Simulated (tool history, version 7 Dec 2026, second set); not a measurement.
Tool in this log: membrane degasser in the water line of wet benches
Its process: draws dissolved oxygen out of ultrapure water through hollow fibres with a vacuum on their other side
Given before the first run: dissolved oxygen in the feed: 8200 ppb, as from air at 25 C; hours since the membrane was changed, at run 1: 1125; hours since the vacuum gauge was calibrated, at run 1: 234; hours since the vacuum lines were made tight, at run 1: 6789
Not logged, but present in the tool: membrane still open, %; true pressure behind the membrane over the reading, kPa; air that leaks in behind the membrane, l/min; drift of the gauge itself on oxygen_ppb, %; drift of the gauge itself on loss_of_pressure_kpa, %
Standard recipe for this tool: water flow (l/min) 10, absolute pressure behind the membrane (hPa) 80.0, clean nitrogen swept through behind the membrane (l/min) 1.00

run   hour  water flow (l/min)  absolute pressure behind the membrane (hPa)  clean nitrogen swept through behind the membrane (l/min)  hours since the membrane was changed  hours since the vacuum gauge was calibrated  hours since the vacuum lines were made tight  dissolved oxygen in the water behind the degasser (ppb)  pressure that the water loses in the fibres (hPa)
  1    0.0                  10                                         80.0                                                      1.00                                  1125                                          234                                          6789                                                    187.5                                              691.0
  2   64.0                  10                                         80.0                                                      1.00                                  1189                                          298                                          6853                                                    184.4                                              689.5
  3  140.7                  10                                         51.6                                                      1.00                                  1266                                          374                                          6930                                                    123.2                                              690.2
  4  212.2                  10                                        121.2                                                      1.00                                  1337                                          446                                          7002                                                    274.2                                              686.1
  5  291.8                  10                                        182.4                                                      1.00                                  1417                                          525                                          7081                                                    420.1                                              689.9
  6  340.0                  10                                        182.4                                                      1.00                                  1465                                          574                                          7129                                                    417.9                                              693.5
  7  381.8                  10                                         80.0                                                      1.00                                  1507                                          616                                          7171                                                    187.3                                              690.7
  8  424.0                  10                                         80.0                                                      1.00                                  1549                                          658                                          7213                                                    186.3                                              694.9
     439.1  -- seals of the vacuum lines changed
  9  500.3                  10                                         83.6                                                      1.00                                  1624                                          732                                            61                                                    195.3                                              689.9
 10  583.4                  10                                         83.6                                                      1.00                                  1707                                          815                                           144                                                    196.4                                              693.4
 11  654.7                  10                                         83.6                                                      1.00                                  1778                                          886                                           216                                                    196.8                                              692.0
 12  711.6                  10                                         57.3                                                      1.00                                  1835                                          943                                           272                                                    136.2                                              690.1
 13  753.9                  10                                         57.3                                                      2.99                                  1877                                          986                                           315                                                     97.1                                              689.0
 14  843.6                  10                                         57.3                                                      2.99                                  1967                                         1075                                           405                                                     96.0                                              689.6
 15  906.5                  12                                         54.2                                                      1.92                                  2030                                         1138                                           467                                                    182.7                                              822.8

What does the tool deliver on the next run?
 16  989.0                   7                                         59.7                                                      1.00                                  2112                                         1221                                           550                                                        ?                                                  ?

dissolved oxygen in the water behind the degasser (ppb): 61.5
pressure that the water loses in the fibres (hPa): 486.0
Were there no unlogged condition in the tool, this run, its random variation unchanged, would have produced dissolved oxygen in the water behind the degasser (ppb) 61.4, pressure that the water loses in the fibres (hPa) 485.8.

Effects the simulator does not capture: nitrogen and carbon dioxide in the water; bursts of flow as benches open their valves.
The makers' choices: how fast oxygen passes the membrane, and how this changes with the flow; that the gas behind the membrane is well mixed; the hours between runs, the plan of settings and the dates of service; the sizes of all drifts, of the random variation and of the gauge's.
